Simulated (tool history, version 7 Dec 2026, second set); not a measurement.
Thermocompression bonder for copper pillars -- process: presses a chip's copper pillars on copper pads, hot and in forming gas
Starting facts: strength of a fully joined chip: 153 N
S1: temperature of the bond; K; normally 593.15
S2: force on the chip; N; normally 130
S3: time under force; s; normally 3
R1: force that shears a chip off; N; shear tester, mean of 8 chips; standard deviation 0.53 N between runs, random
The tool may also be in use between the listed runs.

run,hour,S1,S2,S3,R1
1,0.0,593.15,130,3,57.3
2,25.2,593.15,79,3,39.2
3,57.5,593.15,79,3,39.5
4,82.7,593.15,79,3,40.2
5,106.2,593.15,79,3,39.2
6,142.2,593.15,79,3,39.2
7,179.4,593.15,79,3,38.1
# hour 200.4: forming gas filter changed
8,215.1,593.15,79,3,40.3
9,252.4,593.15,79,3,40.3
10,274.0,589.15,130,6,71.4
11,306.9,596.15,85,5,53.4
12,333.5,615.15,130,7,93.9
13,355.5,615.15,130,7,95.1
14,381.8,615.15,130,7,93.6
15,410.3,615.15,130,7,94.6
16,426.2,615.15,130,7,94.4
17,446.4,599.15,130,4,65.8

Predict each of these 5 candidate next runs independently; none follows another, all start after run 17:
A,464.9,574.15,121,4,?
B,464.9,589.15,96,2,?
C,464.9,593.15,113,3,?
D,464.9,608.15,112,5,?
E,464.9,594.15,85,2,?

run,R1
A,47.5
B,35.7
C,51.0
D,71.5
E,35.1
Had the tool no hidden state, the same runs would have come out as:
run,R1
A,51.6
B,38.8
C,55.1
D,76.6
E,38.1

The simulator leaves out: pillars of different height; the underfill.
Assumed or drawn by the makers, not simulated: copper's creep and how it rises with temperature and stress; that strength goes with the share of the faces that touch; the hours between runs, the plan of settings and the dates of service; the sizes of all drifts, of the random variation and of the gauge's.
